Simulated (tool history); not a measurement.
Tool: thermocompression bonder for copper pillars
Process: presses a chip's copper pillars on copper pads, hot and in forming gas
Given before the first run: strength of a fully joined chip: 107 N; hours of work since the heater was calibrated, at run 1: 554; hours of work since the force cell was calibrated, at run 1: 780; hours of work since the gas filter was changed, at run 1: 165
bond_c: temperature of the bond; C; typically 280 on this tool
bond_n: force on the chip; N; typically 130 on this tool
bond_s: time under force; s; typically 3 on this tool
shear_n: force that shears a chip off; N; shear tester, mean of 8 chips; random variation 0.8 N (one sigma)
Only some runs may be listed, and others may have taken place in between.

run	hour	bond_c	bond_n	bond_s	hours of work since the heater was calibrated	hours of work since the force cell was calibrated	hours of work since the gas filter was changed	shear_n
1	0	280	130	3	554	780	165	55.9
2	48.4	280	130	3	586	812	198	54
3	91.8	280	130	3	616	842	227	55.8
4	160.3	280	130	3	662	888	273	55.7
5	233.4	280	130	4	711	937	322	57.6
6	289.5	269	130	4	749	975	360	52.1
# hour 295.6: forming gas filter changed
7	326.2	269	130	4	773	999	21	54.1
8	370.3	269	130	4	803	1029	50	54
9	427.7	280	110	3	841	1068	89	45.7
10	481.3	280	110	4	877	1104	125	52.3
11	547.2	290	119	3	922	1148	169	55.5
12	603.5	280	83	3	960	1186	207	34.1
13	643.8	280	189	4	987	1213	234	76.8

Predict the results of run 14:
# hour 682.8: heater calibrated with a thermocouple chip
14	695.9	280	189	4	9	1247	268	?

shear_n: 80 N
Were there no unlogged condition in the tool, this run, its random variation unchanged, would have produced shear_n 86.5 N.
